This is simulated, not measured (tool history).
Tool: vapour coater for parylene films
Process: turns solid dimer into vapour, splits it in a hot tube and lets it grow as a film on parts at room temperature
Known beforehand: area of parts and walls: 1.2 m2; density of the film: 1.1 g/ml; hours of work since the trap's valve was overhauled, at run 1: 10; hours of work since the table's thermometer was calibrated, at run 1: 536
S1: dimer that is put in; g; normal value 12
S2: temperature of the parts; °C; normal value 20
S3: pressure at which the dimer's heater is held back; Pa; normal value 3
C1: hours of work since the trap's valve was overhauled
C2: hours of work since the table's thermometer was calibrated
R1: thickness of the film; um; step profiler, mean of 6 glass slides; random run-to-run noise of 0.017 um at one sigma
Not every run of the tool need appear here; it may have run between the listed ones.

run	hour	S1	S2	S3	C1	C2	R1
1	0	12	20	3	10	536	4.87
2	22.9	12	20	3	31	557	4.88
3	48.5	12	20	3	54	580	4.83
4	64.7	12	20	3	68	594	4.83
5	84.9	12	20	3	87	613	4.78
6	108.6	12	20	3	108	634	4.78
7	127.1	12	18	3	124	651	5.06
8	152.3	12	19	3	147	673	4.91
9	168.2	12	19	3	161	687	4.87
10	181.5	12	19	3	173	699	4.86
11	202	12	19	3	192	718	4.87
12	224.4	12	20	3	212	738	4.7
13	245.9	16	20	3	231	757	6.18
14	259.6	16	20	3	243	769	6.22
15	282.3	20	20	3	264	790	7.75
# hour 295.8: trap's valve overhauled
16	299.5	20	17	3	3	802	8.9
17	311.4	12	22	3	14	812	4.58
18	337.4	12	22	3	37	836	4.57
19	355.9	12	20	3	54	852	4.87
# hour 359.3: table's thermometer calibrated
20	376.1	12	14	3	71	15	5.8
21	398	12	14	3	91	35	5.76
22	423.7	12	14	3	114	58	5.74
23	439.1	12	14	3	128	72	5.76
24	454.1	12	14	11.86	141	85	5.01
# hour 472: table's thermometer calibrated, once more
25	472.7	12	14	11.86	157	1	4.85
26	496.6	15	14	8.75	179	22	6.23
27	512.2	15	16	8.73	192	36	5.84
28	532.9	15	16	2.35	211	55	6.63
29	551.4	13	24	5.38	228	71	4.2
30	567.3	18	20	2.6	242	86	6.92
31	580	18	22	4.32	253	97	6.21
32	598.5	13	20	3	270	114	4.91
# hour 604.5: trap's valve overhauled
33	619.4	5	32	3.07	13	129	1.4
34	643.3	12	23	5.29	35	150	4.14
35	663.4	16	15	9.23	53	168	6.58
36	688.4	20	21	3.78	75	191	7.49
37	703.9	7	14	5.03	89	204	3.12
38	719.1	20	30	5.15	103	218	5.55
39	741.8	20	30	5.15	123	239	5.54
40	756.8	12	27	7.72	137	252	3.5
41	781.2	12	27	7.72	159	274	3.46
42	799.5	12	20	5.7	175	290	4.36
43	810	12	24	7.24	184	300	3.77
44	833.8	12	24	7.24	206	321	3.76
45	851.5	12	24	7.24	222	337	3.76
46	876.6	12	24	7.24	244	360	3.76

Difference, measured minus no-hidden-state, one row per run. Run-to-run variation is common to both terms; the gauge's own scatter need not be:
What the log doesn't record here: vapour lost through the trap's worn valve, %; true temperature of the parts over the reading, C; drift of the gauge itself on film_um, %.
run	R1
1	+0.06
2	+0.04
3	+0.02
4	+0
5	-0.02
6	-0.03
7	-0.05
8	-0.07
9	-0.09
10	-0.1
11	-0.12
12	-0.13
13	-0.2
14	-0.22
15	-0.3
16	+0.15
17	+0.07
18	+0.04
19	+0.04
20	+0.07
21	+0.05
22	+0.02
23	+0.01
24	+0
25	-0.19
26	-0.26
27	-0.26
28	-0.32
29	-0.22
30	-0.38
31	-0.36
32	-0.3
33	-0.01
34	-0.04
35	-0.08
36	-0.12
37	-0.06
38	-0.12
39	-0.14
40	-0.09
41	-0.11
42	-0.16
43	-0.15
44	-0.16
45	-0.17
46	-0.19
